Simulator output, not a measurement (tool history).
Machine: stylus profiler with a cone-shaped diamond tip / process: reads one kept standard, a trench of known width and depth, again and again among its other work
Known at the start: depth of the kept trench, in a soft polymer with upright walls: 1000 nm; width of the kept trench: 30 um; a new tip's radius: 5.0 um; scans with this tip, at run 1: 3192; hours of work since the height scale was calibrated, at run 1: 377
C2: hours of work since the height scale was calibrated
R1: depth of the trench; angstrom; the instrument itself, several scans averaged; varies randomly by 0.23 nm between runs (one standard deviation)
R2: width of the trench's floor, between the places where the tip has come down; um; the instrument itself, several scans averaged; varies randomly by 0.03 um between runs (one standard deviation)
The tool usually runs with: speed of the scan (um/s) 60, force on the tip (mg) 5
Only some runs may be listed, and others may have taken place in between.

{"run": 1, "hour": 0.0, "speed of the scan (um/s)": 60, "force on the tip (mg)": 5, "scans with this tip": 3192, "C2": 377, "R1": 10241.6, "R2": 23.41}
{"run": 2, "hour": 9.4, "speed of the scan (um/s)": 60, "force on the tip (mg)": 5, "scans with this tip": 3249, "C2": 384, "R1": 10240.7, "R2": 23.43}
{"run": 3, "hour": 20.8, "speed of the scan (um/s)": 60, "force on the tip (mg)": 5, "scans with this tip": 3318, "C2": 392, "R1": 10240.3, "R2": 23.36}
{"run": 4, "hour": 31.1, "speed of the scan (um/s)": 60, "force on the tip (mg)": 5, "scans with this tip": 3379, "C2": 399, "R1": 10241.9, "R2": 23.42}
{"run": 5, "hour": 41.5, "speed of the scan (um/s)": 60, "force on the tip (mg)": 5, "scans with this tip": 3442, "C2": 406, "R1": 10241.4, "R2": 23.43}
{"run": 6, "hour": 57.9, "speed of the scan (um/s)": 60, "force on the tip (mg)": 5, "scans with this tip": 3540, "C2": 418, "R1": 10243.5, "R2": 23.39}
{"run": 7, "hour": 68.3, "speed of the scan (um/s)": 60, "force on the tip (mg)": 5, "scans with this tip": 3603, "C2": 425, "R1": 10242.9, "R2": 23.3}
{"run": 8, "hour": 76.0, "speed of the scan (um/s)": 60, "force on the tip (mg)": 5, "scans with this tip": 3649, "C2": 431, "R1": 10245.6, "R2": 23.4}
{"run": 9, "hour": 87.3, "speed of the scan (um/s)": 60, "force on the tip (mg)": 2.66, "scans with this tip": 3717, "C2": 439, "R1": 10162, "R2": 23.29}
{"run": 10, "hour": 98.8, "speed of the scan (um/s)": 60, "force on the tip (mg)": 2.66, "scans with this tip": 3786, "C2": 447, "R1": 10167, "R2": 23.27}
{"run": 11, "hour": 107.2, "speed of the scan (um/s)": 60, "force on the tip (mg)": 2.66, "scans with this tip": 3836, "C2": 453, "R1": 10168.2, "R2": 23.29}
{"run": 12, "hour": 121.8, "speed of the scan (um/s)": 60, "force on the tip (mg)": 9.09, "scans with this tip": 3924, "C2": 463, "R1": 10357.3, "R2": 23.4}
{"run": 13, "hour": 136.6, "speed of the scan (um/s)": 60, "force on the tip (mg)": 9.09, "scans with this tip": 4013, "C2": 474, "R1": 10355.6, "R2": 23.38}
{"run": 14, "hour": 152.8, "speed of the scan (um/s)": 60, "force on the tip (mg)": 3.59, "scans with this tip": 4111, "C2": 485, "R1": 10203.5, "R2": 23.24}
{"run": 15, "hour": 162.4, "speed of the scan (um/s)": 52, "force on the tip (mg)": 5, "scans with this tip": 4168, "C2": 492, "R1": 10243.1, "R2": 23.33}
{"hour": 164.0, "done": "height scale calibrated on a step standard"}
{"run": 16, "hour": 174.7, "speed of the scan (um/s)": 52, "force on the tip (mg)": 5, "scans with this tip": 4239, "C2": 8, "R1": 10254.9, "R2": 23.28}
{"run": 17, "hour": 183.0, "speed of the scan (um/s)": 60, "force on the tip (mg)": 2.43, "scans with this tip": 4289, "C2": 14, "R1": 10170.4, "R2": 23.23}
{"run": 18, "hour": 197.6, "speed of the scan (um/s)": 178, "force on the tip (mg)": 12.54, "scans with this tip": 4377, "C2": 24, "R1": 10454.2, "R2": 23}
{"run": 19, "hour": 206.1, "speed of the scan (um/s)": 178, "force on the tip (mg)": 12.54, "scans with this tip": 4427, "C2": 30, "R1": 10451.8, "R2": 23.07}
{"run": 20, "hour": 220.3, "speed of the scan (um/s)": 178, "force on the tip (mg)": 12.54, "scans with this tip": 4513, "C2": 40, "R1": 10449.1, "R2": 23.06}
{"run": 21, "hour": 234.1, "speed of the scan (um/s)": 178, "force on the tip (mg)": 12.54, "scans with this tip": 4596, "C2": 50, "R1": 10452.7, "R2": 23.05}
{"run": 22, "hour": 241.7, "speed of the scan (um/s)": 178, "force on the tip (mg)": 12.54, "scans with this tip": 4642, "C2": 55, "R1": 10450.4, "R2": 23.06}
{"run": 23, "hour": 258.0, "speed of the scan (um/s)": 211, "force on the tip (mg)": 11.75, "scans with this tip": 4739, "C2": 67, "R1": 10435, "R2": 22.97}
{"hour": 260.9, "done": "height scale calibrated on a step standard, once more"}
{"run": 24, "hour": 269.7, "speed of the scan (um/s)": 27, "force on the tip (mg)": 5.88, "scans with this tip": 4806, "C2": 6, "R1": 10249.9, "R2": 23.23}
{"run": 25, "hour": 281.0, "speed of the scan (um/s)": 27, "force on the tip (mg)": 5.88, "scans with this tip": 4874, "C2": 14, "R1": 10245.3, "R2": 23.27}
{"run": 26, "hour": 291.8, "speed of the scan (um/s)": 85, "force on the tip (mg)": 5.78, "scans with this tip": 4939, "C2": 22, "R1": 10246.3, "R2": 23.12}
{"run": 27, "hour": 299.5, "speed of the scan (um/s)": 85, "force on the tip (mg)": 5.78, "scans with this tip": 4986, "C2": 27, "R1": 10242.5, "R2": 23.08}
{"run": 28, "hour": 311.7, "speed of the scan (um/s)": 39, "force on the tip (mg)": 14.36, "scans with this tip": 5059, "C2": 36, "R1": 10456.1, "R2": 23.25}
{"run": 29, "hour": 328.2, "speed of the scan (um/s)": 54, "force on the tip (mg)": 2.85, "scans with this tip": 5158, "C2": 48, "R1": 10156, "R2": 23.12}
{"run": 30, "hour": 335.5, "speed of the scan (um/s)": 199, "force on the tip (mg)": 6.1, "scans with this tip": 5202, "C2": 53, "R1": 10252.5, "R2": 22.8}
{"run": 31, "hour": 349.9, "speed of the scan (um/s)": 199, "force on the tip (mg)": 6.1, "scans with this tip": 5289, "C2": 63, "R1": 10256.2, "R2": 22.76}
{"run": 32, "hour": 366.5, "speed of the scan (um/s)": 60, "force on the tip (mg)": 6.97, "scans with this tip": 5388, "C2": 75, "R1": 10281.1, "R2": 23.13}
{"run": 33, "hour": 376.6, "speed of the scan (um/s)": 35, "force on the tip (mg)": 3.41, "scans with this tip": 5449, "C2": 82, "R1": 10171, "R2": 23.11}

Here are 5 independent what-if runs from the current tool condition. What would each one return?
{"run": "A", "hour": 392.6, "speed of the scan (um/s)": 16, "force on the tip (mg)": 5, "scans with this tip": 5545, "C2": 93, "R1": "?", "R2": "?"}
{"run": "B", "hour": 392.6, "speed of the scan (um/s)": 29, "force on the tip (mg)": 3.82, "scans with this tip": 5545, "C2": 93, "R1": "?", "R2": "?"}
{"run": "C", "hour": 392.6, "speed of the scan (um/s)": 57, "force on the tip (mg)": 3.41, "scans with this tip": 5545, "C2": 93, "R1": "?", "R2": "?"}
{"run": "D", "hour": 392.6, "speed of the scan (um/s)": 34, "force on the tip (mg)": 1.69, "scans with this tip": 5545, "C2": 93, "R1": "?", "R2": "?"}
{"run": "E", "hour": 392.6, "speed of the scan (um/s)": 35, "force on the tip (mg)": 3.58, "scans with this tip": 5545, "C2": 93, "R1": "?", "R2": "?"}

run=A R1=10226.9 R2=23.19
run=B R1=10187.2 R2=23.2
run=C R1=10173.8 R2=23.07
run=D R1=10108.6 R2=23.08
run=E R1=10178.8 R2=23.15
Take away the tool's hidden state, keep each run's random variation, and the runs would have read:
run=A R1=10228.2 R2=23.95
run=B R1=10188.4 R2=23.96
run=C R1=10175.1 R2=23.83
run=D R1=10109.9 R2=23.84
run=E R1=10180.1 R2=23.9
